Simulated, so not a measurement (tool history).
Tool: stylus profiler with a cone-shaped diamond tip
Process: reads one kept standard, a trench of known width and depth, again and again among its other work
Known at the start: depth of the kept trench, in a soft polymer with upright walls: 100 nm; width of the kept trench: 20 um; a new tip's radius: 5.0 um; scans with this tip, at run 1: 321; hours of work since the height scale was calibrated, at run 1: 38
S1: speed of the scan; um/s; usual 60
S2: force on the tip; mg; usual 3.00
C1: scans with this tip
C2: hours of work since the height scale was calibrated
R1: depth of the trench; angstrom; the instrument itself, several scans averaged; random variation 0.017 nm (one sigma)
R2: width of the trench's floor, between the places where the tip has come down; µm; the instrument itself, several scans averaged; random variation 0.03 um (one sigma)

run	hour	S1	S2	C1	C2	R1	R2
1	0.0	60	3.00	321	38	1014.2	17.62
2	30.6	60	3.00	519	62	1013.9	17.58
3	56.6	60	3.00	687	82	1014.3	17.63
4	71.7	60	8.44	786	93	1027.5	17.70
5	98.7	60	3.00	960	114	1013.7	17.50
6	116.1	60	3.00	1073	127	1013.9	17.59
7	132.5	22	3.00	1179	140	1013.8	17.79
8	160.0	22	3.00	1358	161	1013.7	17.75
9	178.7	60	3.00	1479	176	1013.7	17.45
10	206.1	60	3.00	1657	197	1013.6	17.47
11	219.5	108	3.00	1743	207	1013.8	17.20
12	243.2	108	3.00	1897	225	1013.4	17.21
13	266.0	125	1.88	2045	243	1009.8	16.90
# hour 267.9: height scale calibrated on a step standard
14	286.2	213	2.78	2172	14	1012.8	16.51
15	299.9	25	1.05	2261	25	1006.6	17.58
16	321.1	25	1.05	2399	41	1006.3	17.57
# hour 339.4: height scale calibrated on a step standard, once more
17	342.9	73	1.99	2537	3	1010.0	17.22
18	362.5	73	1.81	2664	18	1009.4	17.23
19	379.4	49	2.01	2774	31	1010.4	17.45
20	394.0	49	2.01	2868	42	1010.3	17.42
21	421.4	55	7.22	3046	63	1024.5	17.56

Run 22 comes next. What will it give?
22	450.4	175	1.23	3234	85	?	?

{"run 22": {"R1": 1007.2, "R2": 16.13}}
Without the tool's hidden state the same run would have given R1 1007.6 angstrom, R2 16.40 µm.
